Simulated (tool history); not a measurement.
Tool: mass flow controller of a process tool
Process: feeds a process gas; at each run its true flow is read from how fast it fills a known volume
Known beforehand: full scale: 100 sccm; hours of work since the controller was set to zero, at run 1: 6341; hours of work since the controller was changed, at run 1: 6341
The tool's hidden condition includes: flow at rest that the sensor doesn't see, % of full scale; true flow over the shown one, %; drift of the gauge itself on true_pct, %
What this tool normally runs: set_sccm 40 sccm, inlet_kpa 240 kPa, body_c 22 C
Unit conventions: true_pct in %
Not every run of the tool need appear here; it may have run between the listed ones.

run	day	set_sccm	inlet_kpa	body_c	hours of work since the controller was set to zero	hours of work since the controller was changed	true_pct
1	0.000	40	240	22	6341	6341	98.08
2	13.150	40	267	22	6588	6588	97.85
3	24.150	40	240	22	6793	6793	98.06
4	42.783	40	240	22	7142	7142	98.22
5	56.100	40	240	22	7391	7391	98.08
6	72.050	40	240	22	7690	7690	98.19
# day 79.804: controller's zero set anew
7	82.225	40	240	22	45	7880	96.71
8	92.338	40	172	22	235	8069	97.06
9	100.925	46	172	22	395	8230	97.31
10	117.379	14	161	28	703	8538	97.62
11	132.321	14	161	28	983	8818	97.53
12	141.196	14	161	28	1149	8984	97.65
13	158.838	36	222	26	1479	9314	97.07
14	176.258	13	142	24	1806	9640	97.73

Run 15 has not been measured yet. What should we expect?
15	196.483	40	245	22	2184	10019	?

{"run 15": {"true_pct": 96.57}}
With the hidden condition absent and the run-to-run variation left alone, this run would have shown true_pct 98.07 %.
